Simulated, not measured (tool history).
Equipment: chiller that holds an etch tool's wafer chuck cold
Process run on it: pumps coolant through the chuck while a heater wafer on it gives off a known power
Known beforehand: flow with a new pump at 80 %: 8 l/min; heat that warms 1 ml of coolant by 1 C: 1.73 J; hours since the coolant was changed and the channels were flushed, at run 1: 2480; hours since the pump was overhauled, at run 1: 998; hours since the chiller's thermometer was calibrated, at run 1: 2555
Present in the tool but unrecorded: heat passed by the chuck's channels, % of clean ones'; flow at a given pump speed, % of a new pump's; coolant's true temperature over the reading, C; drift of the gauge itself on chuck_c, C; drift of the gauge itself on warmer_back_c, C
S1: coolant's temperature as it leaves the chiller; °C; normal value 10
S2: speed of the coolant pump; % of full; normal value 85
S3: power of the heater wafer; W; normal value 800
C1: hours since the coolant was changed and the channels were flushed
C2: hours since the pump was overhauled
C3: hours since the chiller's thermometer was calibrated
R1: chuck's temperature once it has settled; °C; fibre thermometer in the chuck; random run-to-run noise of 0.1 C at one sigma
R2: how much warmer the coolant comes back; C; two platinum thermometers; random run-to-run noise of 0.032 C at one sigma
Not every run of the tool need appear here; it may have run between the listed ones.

run 1 hour=0.0 | S1=10 S2=85 S3=800 | C1=2480 C2=998 C3=2555 | R1=18.1 R2=3.33
run 2 hour=37.3 | S1=10 S2=85 S3=800 | C1=2517 C2=1036 C3=2592 | R1=17.9 R2=3.32
run 3 hour=93.7 | S1=10 S2=85 S3=800 | C1=2574 C2=1092 C3=2649 | R1=18.1 R2=3.29
run 4 hour=129.8 | S1=10 S2=85 S3=800 | C1=2610 C2=1128 C3=2685 | R1=18.0 R2=3.30
run 5 hour=178.2 | S1=10 S2=85 S3=800 | C1=2658 C2=1177 C3=2733 | R1=17.9 R2=3.33
run 6 hour=232.5 | S1=10 S2=85 S3=800 | C1=2712 C2=1231 C3=2788 | R1=18.0 R2=3.36
run 7 hour=258.5 | S1=10 S2=70 S3=800 | C1=2738 C2=1257 C3=2814 | R1=19.7 R2=4.11
run 8 hour=282.6 | S1=10 S2=70 S3=800 | C1=2762 C2=1281 C3=2838 | R1=19.6 R2=4.11
run 9 hour=333.9 | S1=7 S2=85 S3=800 | C1=2814 C2=1332 C3=2889 | R1=14.9 R2=3.38
run 10 hour=373.9 | S1=7 S2=85 S3=800 | C1=2854 C2=1372 C3=2929 | R1=15.1 R2=3.29
run 11 hour=427.7 | S1=10 S2=85 S3=800 | C1=2908 C2=1426 C3=2983 | R1=18.1 R2=3.32
run 12 hour=474.8 | S1=10 S2=85 S3=505 | C1=2955 C2=1473 C3=3030 | R1=15.0 R2=2.08
run 13 hour=498.2 | S1=10 S2=63 S3=505 | C1=2978 C2=1496 C3=3053 | R1=16.7 R2=2.95
run 14 hour=530.6 | S1=10 S2=63 S3=505 | C1=3010 C2=1529 C3=3086 | R1=16.5 R2=2.92
run 15 hour=569.6 | S1=10 S2=63 S3=505 | C1=3050 C2=1568 C3=3125 | R1=16.6 R2=2.95
run 16 hour=600.9 | S1=10 S2=63 S3=505 | C1=3081 C2=1599 C3=3156 | R1=16.6 R2=2.96
run 17 hour=651.8 | S1=10 S2=63 S3=1006 | C1=3132 C2=1650 C3=3207 | R1=23.7 R2=5.83
run 18 hour=705.3 | S1=1 S2=85 S3=842 | C1=3185 C2=1704 C3=3260 | R1=9.5 R2=3.53
run 19 hour=745.7 | S1=10 S2=84 S3=800 | C1=3226 C2=1744 C3=3301 | R1=18.3 R2=3.44
run 20 hour=789.0 | S1=10 S2=84 S3=800 | C1=3269 C2=1787 C3=3344 | R1=18.2 R2=3.40
run 21 hour=832.2 | S1=10 S2=62 S3=565 | C1=3312 C2=1830 C3=3387 | R1=17.5 R2=3.39
run 22 hour=864.1 | S1=10 S2=85 S3=949 | C1=3344 C2=1862 C3=3419 | R1=19.8 R2=4.05
run 23 hour=919.0 | S1=4 S2=83 S3=708 | C1=3399 C2=1917 C3=3474 | R1=11.4 R2=3.05
run 24 hour=957.4 | S1=10 S2=65 S3=804 | C1=3437 C2=1956 C3=3513 | R1=20.6 R2=4.56
run 25 hour=1009.8 | S1=10 S2=65 S3=804 | C1=3490 C2=2008 C3=3565 | R1=20.6 R2=4.56
run 26 hour=1053.3 | S1=7 S2=61 S3=800 | C1=3533 C2=2052 C3=3608 | R1=18.1 R2=4.92

What does the tool deliver on the next run?
run 27 hour=1103.4 | S1=9 S2=70 S3=785 | C1=3583 C2=2102 C3=3659 | R1=? R2=?

R1: 18.7 °C
R2: 4.10 C
Without the tool's hidden state the same run would have given R1 18.1 °C, R2 3.90 C.
